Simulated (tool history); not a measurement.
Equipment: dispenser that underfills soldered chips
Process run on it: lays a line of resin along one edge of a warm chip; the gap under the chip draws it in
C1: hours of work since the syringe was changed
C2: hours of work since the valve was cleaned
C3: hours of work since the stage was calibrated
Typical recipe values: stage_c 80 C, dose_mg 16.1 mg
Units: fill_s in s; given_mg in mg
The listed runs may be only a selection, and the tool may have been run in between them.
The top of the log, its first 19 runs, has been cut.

Run 20, day 3.167: usual settings but stage_c 91 C, dose_mg 14.8 mg; C1 4; C2 113; C3 146. Result: fill_s 33.4 s, given_mg 13.57 mg.
At day 3.379: new syringe of resin.
Run 21, day 3.417: usual settings but dose_mg 15.6 mg; C1 1; C2 116; C3 149. Result: fill_s 39.9 s, given_mg 14.14 mg.
Run 22, day 3.596: usual settings but stage_c 82 C, dose_mg 14.8 mg; C1 3; C2 119; C3 152. Result: fill_s 45.6 s, given_mg 13.32 mg.
At day 3.750: dispensing valve cleaned and set on the balance.
Run 23, day 3.758: usual settings but dose_mg 19.3 mg; C1 5; C2 0; C3 154. Result: fill_s 53.2 s, given_mg 19.36 mg.
At day 3.871: new syringe of resin.
Run 24, day 3.971: usual settings but stage_c 65 C, dose_mg 20.2 mg; C1 1; C2 3; C3 157. Result: fill_s 79.8 s, given_mg 20.23 mg.
Run 25, day 4.075: usual settings but stage_c 76 C, dose_mg 19.8 mg; C1 3; C2 5; C3 158. Result: fill_s 55.2 s, given_mg 19.84 mg.
Run 26, day 4.200: usual settings but stage_c 76 C, dose_mg 19.8 mg; C1 5; C2 7; C3 160. Result: fill_s 64.0 s, given_mg 19.99 mg.
At day 4.329: new syringe of resin.
Run 27, day 4.338: usual settings but stage_c 76 C, dose_mg 19.8 mg; C1 0; C2 9; C3 162. Result: fill_s 45.5 s, given_mg 19.72 mg.
Run 28, day 4.579: usual settings but stage_c 92 C, dose_mg 15.7 mg; C1 4; C2 12; C3 166. Result: fill_s 32.5 s, given_mg 15.59 mg.
Run 29, day 4.767: usual settings but stage_c 79 C, dose_mg 16.0 mg; C1 7; C2 15; C3 169. Result: fill_s 64.6 s, given_mg 15.87 mg.
At day 4.800: new syringe of resin.
Run 30, day 4.938: usual settings but stage_c 73 C, dose_mg 17.7 mg; C1 2; C2 17; C3 171. Result: fill_s 58.7 s, given_mg 17.43 mg.
Run 31, day 5.046: usual settings but stage_c 76 C, dose_mg 18.4 mg; C1 4; C2 19; C3 173. Result: fill_s 58.4 s, given_mg 18.34 mg.
Run 32, day 5.192: usual settings but stage_c 79 C, dose_mg 19.0 mg; C1 6; C2 21; C3 175. Result: fill_s 60.1 s, given_mg 18.55 mg.
At day 5.254: new syringe of resin.
Run 33, day 5.433: usual settings but stage_c 78 C, dose_mg 17.3 mg; C1 3; C2 25; C3 178. Result: fill_s 51.9 s, given_mg 17.11 mg.
Run 34, day 5.679: usual settings but stage_c 83 C, dose_mg 19.9 mg; C1 6; C2 28; C3 182. Result: fill_s 53.0 s, given_mg 19.51 mg.
At day 5.704: new syringe of resin.
Run 35, day 5.821: usual settings but stage_c 83 C, dose_mg 19.9 mg; C1 2; C2 30; C3 184. Result: fill_s 39.0 s, given_mg 19.54 mg.
Run 36, day 6.012: usual settings but stage_c 83 C, dose_mg 19.9 mg; C1 5; C2 33; C3 187. Result: fill_s 45.8 s, given_mg 19.49 mg.

Branching from run 36: 4 alternative next runs. What would each branch give?
At day 6.162: new syringe of resin.
Run A, day 6.204: usual settings but stage_c 81 C; C1 1; C2 36; C3 190. Result: fill_s ?, given_mg ?.
At day 6.162: new syringe of resin.
Run B, day 6.204: usual settings but dose_mg 14.2 mg; C1 1; C2 36; C3 190. Result: fill_s ?, given_mg ?.
At day 6.162: new syringe of resin.
Run C, day 6.204: usual settings but stage_c 65 C, dose_mg 19.1 mg; C1 1; C2 36; C3 190. Result: fill_s ?, given_mg ?.
At day 6.162: new syringe of resin.
Run D, day 6.204: usual settings but stage_c 79 C, dose_mg 17.5 mg; C1 1; C2 36; C3 190. Result: fill_s ?, given_mg ?.

run  fill_s  given_mg
  A    38.7     15.70
  B    42.2     13.79
  C    75.5     18.60
  D    41.4     17.07
Had the tool no hidden state, the same runs would have come out as:
run  fill_s  given_mg
  A    36.2     16.09
  B    39.4     14.13
  C    70.7     19.07
  D    38.8     17.50
